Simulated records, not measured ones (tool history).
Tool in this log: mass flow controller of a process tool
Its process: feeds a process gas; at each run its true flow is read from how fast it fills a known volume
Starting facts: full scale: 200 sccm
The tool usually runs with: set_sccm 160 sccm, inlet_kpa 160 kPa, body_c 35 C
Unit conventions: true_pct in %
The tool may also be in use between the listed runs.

run      day  set_sccm  inlet_kpa  body_c  true_pct
  1    0.000       160        160      35     97.73
  2    4.258       160        160      35     97.85
  3    8.858       178        160      35     98.28
  4   16.154       160        160      35     97.85
  5   21.667       160        160      35     97.90
  6   28.179       160        160      35     97.88
  7   33.238       160        158      35     97.77
  8   40.583       160        158      35     97.69
  9   45.638       160        158      35     97.71
 10   50.275       160        160      21     98.83
 11   58.088       160        160      21     98.67
 12   63.679       160        160      35     97.83
 13   70.575       160        160      35     97.76
 14   74.196       160        160      28     98.26
 15   79.492       160        160      28     98.39
 16   84.842        20        160      28     88.75
 17   90.746        20        160      28     88.60
 18   98.283        20        142      28     88.34
 19  102.779       160        160      35     97.61
 20  106.996       160        160      35     97.69
 21  113.433       160        160      35     97.67
 22  118.662       160        160      35     97.73
 23  125.029       160        196      35     97.82
 24  131.088       160        196      35     97.91
 25  138.112       105        169      32     96.48
 26  143.683       105        169      32     96.41
 27  151.612       105        169      32     96.40
 28  155.400       120        255      34     97.35
 29  160.725        36        268      37     91.82
 30  167.746        36        268      37     91.85
 31  173.908        83        251      35     95.86
 32  181.700       102        258      21     97.68
 33  187.129       160        152      22     98.40
 34  195.117       160        152      22     98.29
 35  202.346        29        152      32     89.21
 36  208.221       114        152      22     97.11
 37  213.758       160        165      37     97.35
 38  221.358       160        165      37     97.29
 39  228.012        72        200      26     95.20
 40  232.471        56        160      27     93.68
 41  239.708        56        201      34     93.30
 42  247.304        56        201      34     93.39
 43  252.408       160        212      34     97.88
 44  259.688        63        150      23     94.27
 45  267.333        63        150      23     94.25
 46  272.229       148        140      35     96.80
 47  276.092        70        187      35     94.08

Branching from run 47: 3 alternative next runs. What would each branch give?
  A  279.979        26        263      28         ?
  B  279.979        58        203      22         ?
  C  279.979       160        269      35         ?

run  true_pct
  A     87.75
  B     94.14
  C     98.09
With no hidden state in the tool, these same runs would have given:
run  true_pct
  A     97.75
  B     98.30
  C     99.22

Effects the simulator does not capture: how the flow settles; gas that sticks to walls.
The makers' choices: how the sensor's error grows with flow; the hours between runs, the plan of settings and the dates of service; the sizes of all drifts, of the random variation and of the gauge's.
